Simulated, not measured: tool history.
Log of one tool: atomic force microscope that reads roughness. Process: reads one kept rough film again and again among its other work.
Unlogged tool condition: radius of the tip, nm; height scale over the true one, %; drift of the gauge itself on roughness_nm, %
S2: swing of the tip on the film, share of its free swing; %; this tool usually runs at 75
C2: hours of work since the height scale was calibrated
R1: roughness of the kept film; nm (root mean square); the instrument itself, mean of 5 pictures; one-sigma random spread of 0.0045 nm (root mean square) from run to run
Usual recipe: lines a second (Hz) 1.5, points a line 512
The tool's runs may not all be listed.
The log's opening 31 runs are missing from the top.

run 32 hour=234.7 | lines_a_second_(Hz)=1.84 S2=56 points_a_line=345 | pictures_with_this_tip=125 C2=66 | R1=0.53
run 33 hour=240.8 | lines_a_second_(Hz)=1.5 S2=90 points_a_line=512 | pictures_with_this_tip=134 C2=70 | R1=0.473
run 34 hour=250.6 | lines_a_second_(Hz)=1.36 S2=90 points_a_line=441 | pictures_with_this_tip=147 C2=75 | R1=0.477
run 35 hour=255.2 | lines_a_second_(Hz)=1.36 S2=90 points_a_line=441 | pictures_with_this_tip=153 C2=78 | R1=0.481
run 36 hour=260.3 | lines_a_second_(Hz)=0.79 S2=86 points_a_line=650 | pictures_with_this_tip=159 C2=81 | R1=0.512
run 37 hour=266.9 | lines_a_second_(Hz)=0.79 S2=75 points_a_line=806 | pictures_with_this_tip=168 C2=85 | R1=0.525
run 38 hour=276.2 | lines_a_second_(Hz)=2.24 S2=56 points_a_line=512 | pictures_with_this_tip=181 C2=90 | R1=0.531
run 39 hour=285.8 | lines_a_second_(Hz)=0.6 S2=86 points_a_line=512 | pictures_with_this_tip=194 C2=96 | R1=0.509
run 40 hour=290.5 | lines_a_second_(Hz)=1.5 S2=75 points_a_line=319 | pictures_with_this_tip=200 C2=98 | R1=0.49
run 41 hour=296.6 | lines_a_second_(Hz)=1.54 S2=85 points_a_line=319 | pictures_with_this_tip=208 C2=102 | R1=0.462
run 42 hour=306.4 | lines_a_second_(Hz)=1.54 S2=85 points_a_line=319 | pictures_with_this_tip=221 C2=107 | R1=0.466
run 43 hour=312.2 | lines_a_second_(Hz)=1.54 S2=85 points_a_line=319 | pictures_with_this_tip=229 C2=111 | R1=0.468
run 44 hour=319.3 | lines_a_second_(Hz)=1.54 S2=85 points_a_line=319 | pictures_with_this_tip=238 C2=115 | R1=0.468
run 45 hour=326.2 | lines_a_second_(Hz)=1.5 S2=63 points_a_line=512 | pictures_with_this_tip=248 C2=119 | R1=0.503
run 46 hour=335.9 | lines_a_second_(Hz)=0.85 S2=61 points_a_line=522 | pictures_with_this_tip=260 C2=124 | R1=0.521
run 47 hour=340.7 | lines_a_second_(Hz)=1.5 S2=87 points_a_line=295 | pictures_with_this_tip=267 C2=127 | R1=0.457
run 48 hour=345.5 | lines_a_second_(Hz)=1.5 S2=87 points_a_line=295 | pictures_with_this_tip=273 C2=130 | R1=0.46

Forecast each of these 5 alternatives for the next run:
run A hour=354.7 | lines_a_second_(Hz)=1.5 S2=85 points_a_line=259 | pictures_with_this_tip=286 C2=135 | R1=?
run B hour=354.7 | lines_a_second_(Hz)=0.75 S2=75 points_a_line=512 | pictures_with_this_tip=286 C2=135 | R1=?
run C hour=354.7 | lines_a_second_(Hz)=1.5 S2=71 points_a_line=512 | pictures_with_this_tip=286 C2=135 | R1=?
run D hour=354.7 | lines_a_second_(Hz)=1.5 S2=75 points_a_line=512 | pictures_with_this_tip=286 C2=135 | R1=?
run E hour=354.7 | lines_a_second_(Hz)=1.5 S2=78 points_a_line=512 | pictures_with_this_tip=286 C2=135 | R1=?

run=A R1=0.454
run=B R1=0.507
run=C R1=0.494
run=D R1=0.494
run=E R1=0.481
With the hidden condition removed and each run's random variation left untouched, the same runs would have given:
run=A R1=0.504
run=B R1=0.562
run=C R1=0.548
run=D R1=0.547
run=E R1=0.534
